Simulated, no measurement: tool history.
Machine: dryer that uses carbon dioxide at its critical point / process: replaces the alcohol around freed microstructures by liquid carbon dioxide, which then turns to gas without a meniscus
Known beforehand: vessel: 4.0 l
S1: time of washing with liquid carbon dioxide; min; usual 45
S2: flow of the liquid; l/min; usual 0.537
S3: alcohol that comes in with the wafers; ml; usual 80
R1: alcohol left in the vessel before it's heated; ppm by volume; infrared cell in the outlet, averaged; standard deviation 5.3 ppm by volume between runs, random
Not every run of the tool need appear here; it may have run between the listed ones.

run 1 hour=0 | S1=45 S2=0.537 S3=80 | R1=255
run 2 hour=15.8 | S1=45 S2=0.537 S3=80 | R1=252
run 3 hour=44.6 | S1=45 S2=0.537 S3=80 | R1=268
run 4 hour=63.4 | S1=41 S2=0.537 S3=80 | R1=364
run 5 hour=82.7 | S1=41 S2=0.537 S3=80 | R1=374
run 6 hour=107.4 | S1=45 S2=0.819 S3=80 | R1=106
run 7 hour=121 | S1=45 S2=0.819 S3=80 | R1=114
run 8 hour=137.6 | S1=45 S2=0.537 S3=80 | R1=282
run 9 hour=150.1 | S1=45 S2=0.537 S3=80 | R1=294
run 10 hour=167.7 | S1=45 S2=0.438 S3=80 | R1=549
run 11 hour=183.4 | S1=45 S2=0.537 S3=80 | R1=276
run 12 hour=201.1 | S1=45 S2=0.537 S3=80 | R1=297
run 13 hour=226.5 | S1=45 S2=0.537 S3=100 | R1=348
run 14 hour=256.9 | S1=45 S2=0.648 S3=100 | R1=215
run 15 hour=283.6 | S1=45 S2=0.537 S3=80 | R1=317
-- hour=288.2 inlet filter changed
run 16 hour=305.8 | S1=66 S2=0.537 S3=80 | R1=132
run 17 hour=321.9 | S1=66 S2=0.537 S3=80 | R1=137
run 18 hour=346.3 | S1=66 S2=0.537 S3=26 | R1=139
run 19 hour=368.9 | S1=51 S2=0.567 S3=35 | R1=146
run 20 hour=387.8 | S1=51 S2=0.567 S3=35 | R1=150
run 21 hour=415 | S1=51 S2=0.567 S3=35 | R1=156
run 22 hour=441.7 | S1=70 S2=0.556 S3=64 | R1=133
run 23 hour=464.9 | S1=71 S2=0.366 S3=39 | R1=181
run 24 hour=480.4 | S1=71 S2=0.537 S3=39 | R1=143
run 25 hour=500.3 | S1=71 S2=0.537 S3=39 | R1=147
run 26 hour=518 | S1=38 S2=0.325 S3=39 | R1=925
run 27 hour=538.2 | S1=50 S2=0.537 S3=99 | R1=243
run 28 hour=553 | S1=45 S2=0.464 S3=60 | R1=343
run 29 hour=575.3 | S1=32 S2=0.392 S3=119 | R1=2471
run 30 hour=601.2 | S1=35 S2=0.391 S3=117 | R1=1979
run 31 hour=623 | S1=53 S2=0.802 S3=110 | R1=166
run 32 hour=650.4 | S1=34 S2=0.329 S3=23 | R1=771

A few steps of R1 between consecutive runs. Split each: what settings, incoming material and random variation would produce without the hidden state, and what is left over for the hidden state, along with gauge scatter present in only one of the two compared results (measured, and without hidden state):
What the log doesn't record here: flow that reaches the vessel past the clogged filter, %; alcohol in the recycled carbon dioxide, ppm; drift of the gauge itself on alcohol_ppm, %.
Run 15 -> 16: S1 45 -> 66, inlet filter changed. R1 -185 ppm by volume: hidden state -77, all else -108.
Run 25 -> 26: S1 71 -> 38, S2 0.537 -> 0.325. R1 +778 ppm by volume: hidden state +57, all else +721.
Run 28 -> 29: S1 45 -> 32, S2 0.464 -> 0.392, S3 60 -> 119. R1 +2128 ppm by volume: hidden state +171, all else +1957.
Run 30 -> 31: S1 35 -> 53, S2 0.391 -> 0.802, S3 117 -> 110. R1 -1813 ppm by volume: hidden state -171, all else -1642.
